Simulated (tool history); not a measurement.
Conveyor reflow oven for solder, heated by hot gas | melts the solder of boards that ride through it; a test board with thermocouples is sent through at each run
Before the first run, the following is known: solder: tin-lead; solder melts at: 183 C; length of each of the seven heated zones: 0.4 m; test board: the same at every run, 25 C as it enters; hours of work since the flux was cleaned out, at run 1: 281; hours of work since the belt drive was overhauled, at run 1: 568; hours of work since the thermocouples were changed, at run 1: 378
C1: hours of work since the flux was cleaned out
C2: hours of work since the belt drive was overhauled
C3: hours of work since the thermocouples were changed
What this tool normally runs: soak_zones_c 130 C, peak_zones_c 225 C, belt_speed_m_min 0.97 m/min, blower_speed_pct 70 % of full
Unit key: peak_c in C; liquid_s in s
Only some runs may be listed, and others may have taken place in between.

run 1 day=0 | soak_zones_c=130 peak_zones_c=225 belt_speed_m_min=0.97 blower_speed_pct=70 | C1=281 C2=568 C3=378 | peak_c=205.2 liquid_s=27.7
run 2 day=0.717 | soak_zones_c=130 peak_zones_c=225 belt_speed_m_min=0.97 blower_speed_pct=70 | C1=292 C2=579 C3=389 | peak_c=205.3 liquid_s=27.4
-- day=1.279 flux residue cleaned out of gas plates and filters
run 3 day=1.304 | soak_zones_c=130 peak_zones_c=225 belt_speed_m_min=0.97 blower_speed_pct=70 | C1=0 C2=584 C3=395 | peak_c=207.7 liquid_s=29.7
run 4 day=1.775 | soak_zones_c=130 peak_zones_c=225 belt_speed_m_min=0.97 blower_speed_pct=70 | C1=8 C2=592 C3=402 | peak_c=207.9 liquid_s=29.7
run 5 day=2.296 | soak_zones_c=130 peak_zones_c=225 belt_speed_m_min=0.97 blower_speed_pct=70 | C1=16 C2=600 C3=410 | peak_c=207.7 liquid_s=29.6
run 6 day=2.975 | soak_zones_c=130 peak_zones_c=225 belt_speed_m_min=0.97 blower_speed_pct=70 | C1=26 C2=610 C3=421 | peak_c=207.5 liquid_s=29.5
run 7 day=3.338 | soak_zones_c=130 peak_zones_c=225 belt_speed_m_min=0.97 blower_speed_pct=70 | C1=32 C2=616 C3=426 | peak_c=207.7 liquid_s=29.7
run 8 day=3.733 | soak_zones_c=130 peak_zones_c=225 belt_speed_m_min=0.97 blower_speed_pct=70 | C1=38 C2=622 C3=432 | peak_c=207.4 liquid_s=29.7
run 9 day=4.158 | soak_zones_c=130 peak_zones_c=225 belt_speed_m_min=0.97 blower_speed_pct=70 | C1=44 C2=628 C3=439 | peak_c=207.5 liquid_s=29.5
run 10 day=4.592 | soak_zones_c=130 peak_zones_c=225 belt_speed_m_min=0.97 blower_speed_pct=70 | C1=51 C2=635 C3=445 | peak_c=207.3 liquid_s=29.5
run 11 day=5.188 | soak_zones_c=130 peak_zones_c=225 belt_speed_m_min=1.104 blower_speed_pct=70 | C1=60 C2=644 C3=455 | peak_c=202.8 liquid_s=22.2
run 12 day=5.792 | soak_zones_c=130 peak_zones_c=225 belt_speed_m_min=1.104 blower_speed_pct=70 | C1=69 C2=653 C3=464 | peak_c=202.7 liquid_s=22
run 13 day=6.521 | soak_zones_c=130 peak_zones_c=225 belt_speed_m_min=0.97 blower_speed_pct=70 | C1=80 C2=664 C3=475 | peak_c=207.2 liquid_s=29.4
run 14 day=7.171 | soak_zones_c=128 peak_zones_c=219 belt_speed_m_min=0.993 blower_speed_pct=64 | C1=90 C2=674 C3=485 | peak_c=199.5 liquid_s=21.9
run 15 day=7.621 | soak_zones_c=132 peak_zones_c=221 belt_speed_m_min=0.97 blower_speed_pct=70 | C1=97 C2=681 C3=492 | peak_c=204.1 liquid_s=27.7
run 16 day=7.917 | soak_zones_c=132 peak_zones_c=235 belt_speed_m_min=0.97 blower_speed_pct=70 | C1=102 C2=686 C3=496 | peak_c=216 liquid_s=35.1
run 17 day=8.525 | soak_zones_c=132 peak_zones_c=235 belt_speed_m_min=0.97 blower_speed_pct=70 | C1=111 C2=695 C3=506 | peak_c=215.9 liquid_s=34.6
run 18 day=9.075 | soak_zones_c=138 peak_zones_c=225 belt_speed_m_min=1.015 blower_speed_pct=70 | C1=120 C2=704 C3=514 | peak_c=206.9 liquid_s=29.5
run 19 day=9.662 | soak_zones_c=138 peak_zones_c=225 belt_speed_m_min=1.015 blower_speed_pct=58 | C1=129 C2=713 C3=523 | peak_c=203.8 liquid_s=26.3
run 20 day=10.342 | soak_zones_c=131 peak_zones_c=225 belt_speed_m_min=0.835 blower_speed_pct=70 | C1=139 C2=723 C3=534 | peak_c=212 liquid_s=38.7
run 21 day=10.767 | soak_zones_c=131 peak_zones_c=225 belt_speed_m_min=0.835 blower_speed_pct=70 | C1=146 C2=729 C3=540 | peak_c=211.8 liquid_s=38.8
run 22 day=11.179 | soak_zones_c=122 peak_zones_c=225 belt_speed_m_min=0.97 blower_speed_pct=75 | C1=152 C2=736 C3=546 | peak_c=206.7 liquid_s=27.5
run 23 day=11.658 | soak_zones_c=122 peak_zones_c=225 belt_speed_m_min=0.97 blower_speed_pct=75 | C1=159 C2=743 C3=554 | peak_c=206.4 liquid_s=27.4
run 24 day=12.317 | soak_zones_c=137 peak_zones_c=216 belt_speed_m_min=0.801 blower_speed_pct=56 | C1=169 C2=753 C3=564 | peak_c=202.8 liquid_s=34.3
run 25 day=12.667 | soak_zones_c=137 peak_zones_c=216 belt_speed_m_min=0.801 blower_speed_pct=56 | C1=175 C2=759 C3=569 | peak_c=202.9 liquid_s=34.4
run 26 day=13.117 | soak_zones_c=137 peak_zones_c=216 belt_speed_m_min=0.898 blower_speed_pct=67 | C1=182 C2=766 C3=576 | peak_c=202.5 liquid_s=29.7

5 ways to go on from here, each from the tool as it stands after run 26. What would each give?
run A day=13.542 | soak_zones_c=120 peak_zones_c=216 belt_speed_m_min=0.898 blower_speed_pct=86 | C1=188 C2=772 C3=583 | peak_c=? liquid_s=?
run B day=13.542 | soak_zones_c=130 peak_zones_c=215 belt_speed_m_min=1.074 blower_speed_pct=70 | C1=188 C2=772 C3=583 | peak_c=? liquid_s=?
run C day=13.542 | soak_zones_c=120 peak_zones_c=236 belt_speed_m_min=0.898 blower_speed_pct=71 | C1=188 C2=772 C3=583 | peak_c=? liquid_s=?
run D day=13.542 | soak_zones_c=130 peak_zones_c=239 belt_speed_m_min=0.867 blower_speed_pct=70 | C1=188 C2=772 C3=583 | peak_c=? liquid_s=?
run E day=13.542 | soak_zones_c=130 peak_zones_c=225 belt_speed_m_min=0.887 blower_speed_pct=55 | C1=188 C2=772 C3=583 | peak_c=? liquid_s=?

run=A peak_c=202.8 liquid_s=27.7
run=B peak_c=195.4 liquid_s=16.3
run=C peak_c=217 liquid_s=36.1
run=D peak_c=222.3 liquid_s=42.6
run=E peak_c=205.4 liquid_s=30.5
With no hidden state in the tool, these same runs would have given:
run=A peak_c=202.8 liquid_s=27.9
run=B peak_c=195.5 liquid_s=16.5
run=C peak_c=217.1 liquid_s=36.1
run=D peak_c=222.3 liquid_s=42.4
run=E peak_c=205.2 liquid_s=30.4

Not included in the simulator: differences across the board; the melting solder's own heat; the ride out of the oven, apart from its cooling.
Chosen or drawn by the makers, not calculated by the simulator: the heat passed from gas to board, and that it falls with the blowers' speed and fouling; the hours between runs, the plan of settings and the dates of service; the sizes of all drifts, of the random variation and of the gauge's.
